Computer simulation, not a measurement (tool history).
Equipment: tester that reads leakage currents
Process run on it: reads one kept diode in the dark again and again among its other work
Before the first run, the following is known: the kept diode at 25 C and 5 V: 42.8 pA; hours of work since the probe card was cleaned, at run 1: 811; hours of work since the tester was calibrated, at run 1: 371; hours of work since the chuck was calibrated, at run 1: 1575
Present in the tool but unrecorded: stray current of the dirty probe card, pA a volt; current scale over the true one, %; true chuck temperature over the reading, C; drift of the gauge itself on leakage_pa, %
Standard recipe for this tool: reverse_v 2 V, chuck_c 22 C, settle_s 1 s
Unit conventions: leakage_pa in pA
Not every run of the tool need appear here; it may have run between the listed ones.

run   hour  reverse_v  chuck_c  settle_s  hours of work since the probe card was cleaned  hours of work since the tester was calibrated  hours of work since the chuck was calibrated  leakage_pa
  1      0          2       22         1                                             811                                            371                                          1575       18.85
  2   53.6          2       22         1                                             842                                            402                                          1606        18.9
  3     77       3.63       22         1                                             856                                            416                                          1620       26.36
  4  120.6       3.63       22         1                                             882                                            442                                          1646       26.28
  5    158       1.81       22         1                                             904                                            464                                          1668       17.85
  6  194.7          2       22      6.01                                             925                                            485                                          1689       18.67
  7  217.8       1.13       22         1                                             939                                            499                                          1703       13.68
  8  255.3       1.13       22         1                                             961                                            521                                          1725       13.71
     261.1  -- tester calibrated
  9  288.7      11.25       48      8.41                                             980                                             16                                          1743      379.05
 10  328.5      11.25       52      8.41                                            1003                                             40                                          1767      504.07
 11  354.7      11.25       52      8.41                                            1018                                             55                                          1782      504.81
 12  377.7      11.25       52      8.41                                            1032                                             69                                          1796      505.94
 13  423.4          2       22      1.76                                            1059                                             96                                          1823       18.67
 14  458.8       1.71       25      0.98                                            1080                                            116                                          1843       22.15
 15    510       14.9       20      0.64                                            1110                                            146                                          1873       49.79

Forecast each of these 4 alternatives for the next run:
  A  564.7      18.69       34      0.73                                            1142                                            179                                          1906           ?
  B  564.7       4.27       23      1.26                                            1142                                            179                                          1906           ?
  C  564.7          2       37      4.18                                            1142                                            179                                          1906           ?
  D  564.7       1.15       20      0.41                                            1142                                            179                                          1906           ?

run  leakage_pa
  A      171.45
  B       31.03
  C       63.75
  D       11.68
Without the tool's hidden state the same runs would have given:
run  leakage_pa
  A       184.7
  B        33.5
  C       69.41
  D       12.69

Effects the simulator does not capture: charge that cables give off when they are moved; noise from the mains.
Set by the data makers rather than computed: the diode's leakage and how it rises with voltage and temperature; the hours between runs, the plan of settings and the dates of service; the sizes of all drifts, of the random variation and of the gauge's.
